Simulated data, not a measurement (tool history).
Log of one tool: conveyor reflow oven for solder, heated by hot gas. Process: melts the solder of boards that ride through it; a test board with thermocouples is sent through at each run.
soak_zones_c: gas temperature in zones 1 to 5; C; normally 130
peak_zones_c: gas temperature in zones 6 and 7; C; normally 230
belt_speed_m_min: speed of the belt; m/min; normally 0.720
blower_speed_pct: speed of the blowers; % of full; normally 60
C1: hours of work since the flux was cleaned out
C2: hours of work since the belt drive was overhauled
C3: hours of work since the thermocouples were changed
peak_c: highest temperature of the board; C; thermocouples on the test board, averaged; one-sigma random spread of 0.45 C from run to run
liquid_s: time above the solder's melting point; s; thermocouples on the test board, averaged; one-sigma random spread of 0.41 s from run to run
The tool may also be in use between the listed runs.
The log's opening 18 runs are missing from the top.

Run 19, hour 686.4: usual settings but soak_zones_c 119 C, peak_zones_c 241 C, belt_speed_m_min 0.637 m/min; C1 374; C2 1474; C3 899. Result: peak_c 220.2 C, liquid_s 39.7 s.
Run 20, hour 742.7: usual settings but soak_zones_c 141 C, peak_zones_c 240 C; C1 416; C2 1516; C3 941. Result: peak_c 218.0 C, liquid_s 39.5 s.
At hour 750.2: belt drive overhauled, speed set with a stopwatch.
At hour 774.2: flux residue cleaned out of gas plates and filters.
Run 21, hour 788.8: usual settings but soak_zones_c 136 C, peak_zones_c 221 C, blower_speed_pct 77 % of full; C1 11; C2 25; C3 969. Result: peak_c 204.6 C, liquid_s 29.4 s.
At hour 842.1: thermocouples of zones 6 and 7 changed.
Run 22, hour 844.4: usual settings but soak_zones_c 136 C, peak_zones_c 237 C, belt_speed_m_min 0.796 m/min, blower_speed_pct 54 % of full; C1 51; C2 65; C3 2. Result: peak_c 212.8 C, liquid_s 30.8 s.
Run 23, hour 887.5: usual settings but soak_zones_c 142 C, peak_zones_c 244 C, belt_speed_m_min 0.651 m/min; C1 83; C2 97; C3 34. Result: peak_c 228.4 C, liquid_s 47.3 s.
Run 24, hour 945.8: usual settings but soak_zones_c 126 C, belt_speed_m_min 0.646 m/min, blower_speed_pct 78 % of full; C1 126; C2 140; C3 77. Result: peak_c 216.5 C, liquid_s 39.0 s.
Run 25, hour 1000.8: usual settings but soak_zones_c 135 C, belt_speed_m_min 0.757 m/min, blower_speed_pct 78 % of full; C1 167; C2 181; C3 118. Result: peak_c 212.2 C, liquid_s 32.2 s.
Run 26, hour 1026.4: usual settings but soak_zones_c 123 C, belt_speed_m_min 0.757 m/min, blower_speed_pct 78 % of full; C1 186; C2 200; C3 137. Result: peak_c 210.4 C, liquid_s 28.7 s.

What will run 27 give?
Run 27, hour 1074.0: usual settings but soak_zones_c 133 C, blower_speed_pct 78 % of full; C1 221; C2 235; C3 172. Result: peak_c ?, liquid_s ?.

Run 27 yielded peak_c 213.2 C, liquid_s 34.5 s.
With no hidden state in the tool, this same run would have given peak_c 214.2 C, liquid_s 35.0 s.

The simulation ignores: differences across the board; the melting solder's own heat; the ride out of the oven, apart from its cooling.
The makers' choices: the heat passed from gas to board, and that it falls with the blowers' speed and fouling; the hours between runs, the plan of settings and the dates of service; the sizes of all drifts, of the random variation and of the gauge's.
